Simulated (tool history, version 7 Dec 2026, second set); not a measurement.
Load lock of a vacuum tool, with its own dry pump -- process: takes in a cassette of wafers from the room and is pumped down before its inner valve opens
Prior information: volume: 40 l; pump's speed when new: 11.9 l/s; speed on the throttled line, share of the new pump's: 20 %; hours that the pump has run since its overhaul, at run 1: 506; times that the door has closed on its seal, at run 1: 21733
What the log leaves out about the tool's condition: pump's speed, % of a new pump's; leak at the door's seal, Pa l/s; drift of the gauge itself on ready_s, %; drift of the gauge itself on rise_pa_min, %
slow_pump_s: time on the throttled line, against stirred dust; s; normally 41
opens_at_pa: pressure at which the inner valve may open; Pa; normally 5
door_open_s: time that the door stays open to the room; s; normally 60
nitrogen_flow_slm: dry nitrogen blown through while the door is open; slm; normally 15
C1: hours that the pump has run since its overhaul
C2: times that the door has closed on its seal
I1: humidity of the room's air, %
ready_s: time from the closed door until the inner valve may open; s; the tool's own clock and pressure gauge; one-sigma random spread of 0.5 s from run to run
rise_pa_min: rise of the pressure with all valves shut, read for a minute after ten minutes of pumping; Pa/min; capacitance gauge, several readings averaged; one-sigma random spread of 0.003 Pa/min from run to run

run 1 day=0.000 | slow_pump_s=41 opens_at_pa=5 door_open_s=60 nitrogen_flow_slm=15 | C1=506 C2=21733 | I1=45.5 | ready_s=66.9 rise_pa_min=0.404
run 2 day=4.304 | slow_pump_s=41 opens_at_pa=7 door_open_s=60 nitrogen_flow_slm=15 | C1=609 C2=22048 | I1=42.4 | ready_s=65.3 rise_pa_min=0.406
run 3 day=6.767 | slow_pump_s=41 opens_at_pa=5 door_open_s=61 nitrogen_flow_slm=15 | C1=668 C2=22228 | I1=43.9 | ready_s=66.9 rise_pa_min=0.406
run 4 day=9.842 | slow_pump_s=41 opens_at_pa=5 door_open_s=158 nitrogen_flow_slm=15 | C1=742 C2=22453 | I1=46.4 | ready_s=68.2 rise_pa_min=0.442
run 5 day=12.812 | slow_pump_s=41 opens_at_pa=5 door_open_s=158 nitrogen_flow_slm=15 | C1=813 C2=22670 | I1=44.4 | ready_s=67.1 rise_pa_min=0.448
-- day=15.012 door's seal changed, seat wiped
run 6 day=15.892 | slow_pump_s=41 opens_at_pa=5 door_open_s=158 nitrogen_flow_slm=15 | C1=886 C2=65 | I1=45.9 | ready_s=67.1 rise_pa_min=0.061
run 7 day=18.204 | slow_pump_s=41 opens_at_pa=5 door_open_s=60 nitrogen_flow_slm=15 | C1=941 C2=234 | I1=45.7 | ready_s=67.2 rise_pa_min=0.033
run 8 day=20.642 | slow_pump_s=41 opens_at_pa=5 door_open_s=60 nitrogen_flow_slm=15 | C1=1000 C2=412 | I1=44.5 | ready_s=67.3 rise_pa_min=0.033
run 9 day=24.179 | slow_pump_s=41 opens_at_pa=5 door_open_s=60 nitrogen_flow_slm=15 | C1=1085 C2=671 | I1=43.8 | ready_s=66.7 rise_pa_min=0.034
run 10 day=26.788 | slow_pump_s=41 opens_at_pa=5 door_open_s=60 nitrogen_flow_slm=15 | C1=1147 C2=862 | I1=42.6 | ready_s=67.1 rise_pa_min=0.029
run 11 day=28.971 | slow_pump_s=41 opens_at_pa=5 door_open_s=60 nitrogen_flow_slm=15 | C1=1200 C2=1022 | I1=43.4 | ready_s=67.4 rise_pa_min=0.029
run 12 day=32.975 | slow_pump_s=41 opens_at_pa=5 door_open_s=60 nitrogen_flow_slm=8 | C1=1296 C2=1314 | I1=44.1 | ready_s=67.2 rise_pa_min=0.046
run 13 day=36.425 | slow_pump_s=41 opens_at_pa=5 door_open_s=60 nitrogen_flow_slm=8 | C1=1378 C2=1567 | I1=44.5 | ready_s=68.0 rise_pa_min=0.042
run 14 day=40.504 | slow_pump_s=41 opens_at_pa=5 door_open_s=60 nitrogen_flow_slm=15 | C1=1476 C2=1865 | I1=45.9 | ready_s=68.1 rise_pa_min=0.047
run 15 day=43.554 | slow_pump_s=41 opens_at_pa=5 door_open_s=60 nitrogen_flow_slm=15 | C1=1550 C2=2088 | I1=46.0 | ready_s=67.3 rise_pa_min=0.047
run 16 day=47.208 | slow_pump_s=44 opens_at_pa=5 door_open_s=60 nitrogen_flow_slm=15 | C1=1637 C2=2356 | I1=48.0 | ready_s=70.3 rise_pa_min=0.045
run 17 day=51.271 | slow_pump_s=44 opens_at_pa=5 door_open_s=54 nitrogen_flow_slm=15 | C1=1735 C2=2653 | I1=44.4 | ready_s=71.0 rise_pa_min=0.047
run 18 day=55.388 | slow_pump_s=69 opens_at_pa=8 door_open_s=54 nitrogen_flow_slm=15 | C1=1834 C2=2954 | I1=43.7 | ready_s=87.7 rise_pa_min=0.051
run 19 day=57.204 | slow_pump_s=41 opens_at_pa=5 door_open_s=36 nitrogen_flow_slm=30 | C1=1877 C2=3087 | I1=46.2 | ready_s=67.9 rise_pa_min=0.038
run 20 day=61.008 | slow_pump_s=41 opens_at_pa=5 door_open_s=36 nitrogen_flow_slm=30 | C1=1969 C2=3365 | I1=46.6 | ready_s=67.6 rise_pa_min=0.039
run 21 day=63.883 | slow_pump_s=48 opens_at_pa=5 door_open_s=60 nitrogen_flow_slm=32 | C1=2038 C2=3576 | I1=43.5 | ready_s=73.2 rise_pa_min=0.050
run 22 day=67.867 | slow_pump_s=50 opens_at_pa=5 door_open_s=53 nitrogen_flow_slm=5 | C1=2133 C2=3867 | I1=46.0 | ready_s=75.3 rise_pa_min=0.065
run 23 day=71.192 | slow_pump_s=47 opens_at_pa=5 door_open_s=35 nitrogen_flow_slm=13 | C1=2213 C2=4110 | I1=45.4 | ready_s=72.9 rise_pa_min=0.052
run 24 day=74.362 | slow_pump_s=47 opens_at_pa=5 door_open_s=35 nitrogen_flow_slm=13 | C1=2289 C2=4342 | I1=45.1 | ready_s=72.9 rise_pa_min=0.052
run 25 day=76.438 | slow_pump_s=47 opens_at_pa=5 door_open_s=35 nitrogen_flow_slm=22 | C1=2339 C2=4494 | I1=45.5 | ready_s=73.2 rise_pa_min=0.051
run 26 day=79.054 | slow_pump_s=47 opens_at_pa=5 door_open_s=35 nitrogen_flow_slm=22 | C1=2402 C2=4685 | I1=48.9 | ready_s=72.1 rise_pa_min=0.050
run 27 day=82.725 | slow_pump_s=47 opens_at_pa=5 door_open_s=35 nitrogen_flow_slm=22 | C1=2490 C2=4954 | I1=49.8 | ready_s=74.1 rise_pa_min=0.061
run 28 day=85.525 | slow_pump_s=38 opens_at_pa=8 door_open_s=91 nitrogen_flow_slm=7 | C1=2557 C2=5159 | I1=47.4 | ready_s=64.4 rise_pa_min=0.094
run 29 day=88.504 | slow_pump_s=48 opens_at_pa=8 door_open_s=118 nitrogen_flow_slm=39 | C1=2628 C2=5377 | I1=47.7 | ready_s=71.7 rise_pa_min=0.079
run 30 day=91.912 | slow_pump_s=48 opens_at_pa=8 door_open_s=118 nitrogen_flow_slm=39 | C1=2710 C2=5626 | I1=43.8 | ready_s=71.5 rise_pa_min=0.081
run 31 day=93.829 | slow_pump_s=48 opens_at_pa=6 door_open_s=226 nitrogen_flow_slm=39 | C1=2756 C2=5766 | I1=46.8 | ready_s=73.2 rise_pa_min=0.103
run 32 day=98.075 | slow_pump_s=48 opens_at_pa=6 door_open_s=226 nitrogen_flow_slm=39 | C1=2858 C2=6077 | I1=45.2 | ready_s=73.7 rise_pa_min=0.104
run 33 day=101.058 | slow_pump_s=25 opens_at_pa=6 door_open_s=44 nitrogen_flow_slm=39 | C1=2930 C2=6295 | I1=49.4 | ready_s=55.0 rise_pa_min=0.076

Subtracting, for every run, the result it would have given without the tool's unlogged condition from the measured result gives the following. The same run-to-run variation enters both numbers; the gauge's scatter may not:
run=1 ready_s=+0.4 rise_pa_min=+0.372
run=2 ready_s=+0.4 rise_pa_min=+0.378
run=3 ready_s=+0.5 rise_pa_min=+0.378
run=4 ready_s=+0.5 rise_pa_min=+0.386
run=5 ready_s=+0.5 rise_pa_min=+0.393
run=6 ready_s=+0.5 rise_pa_min=+0.000
run=7 ready_s=+0.5 rise_pa_min=+0.002
run=8 ready_s=+0.6 rise_pa_min=+0.002
run=9 ready_s=+0.7 rise_pa_min=+0.005
run=10 ready_s=+0.7 rise_pa_min=+0.006
run=11 ready_s=+0.7 rise_pa_min=+0.006
run=12 ready_s=+0.7 rise_pa_min=+0.007
run=13 ready_s=+0.8 rise_pa_min=+0.009
run=14 ready_s=+0.9 rise_pa_min=+0.012
run=15 ready_s=+0.9 rise_pa_min=+0.013
run=16 ready_s=+1.0 rise_pa_min=+0.015
run=17 ready_s=+1.0 rise_pa_min=+0.018
run=18 ready_s=+0.8 rise_pa_min=+0.020
run=19 ready_s=+1.1 rise_pa_min=+0.022
run=20 ready_s=+1.1 rise_pa_min=+0.023
run=21 ready_s=+1.1 rise_pa_min=+0.025
run=22 ready_s=+1.2 rise_pa_min=+0.028
run=23 ready_s=+1.2 rise_pa_min=+0.030
run=24 ready_s=+1.3 rise_pa_min=+0.031
run=25 ready_s=+1.3 rise_pa_min=+0.033
run=26 ready_s=+1.3 rise_pa_min=+0.036
run=27 ready_s=+1.4 rise_pa_min=+0.038
run=28 ready_s=+1.5 rise_pa_min=+0.040
run=29 ready_s=+1.4 rise_pa_min=+0.043
run=30 ready_s=+1.4 rise_pa_min=+0.045
run=31 ready_s=+1.5 rise_pa_min=+0.047
run=32 ready_s=+1.5 rise_pa_min=+0.050
run=33 ready_s=+1.8 rise_pa_min=+0.052
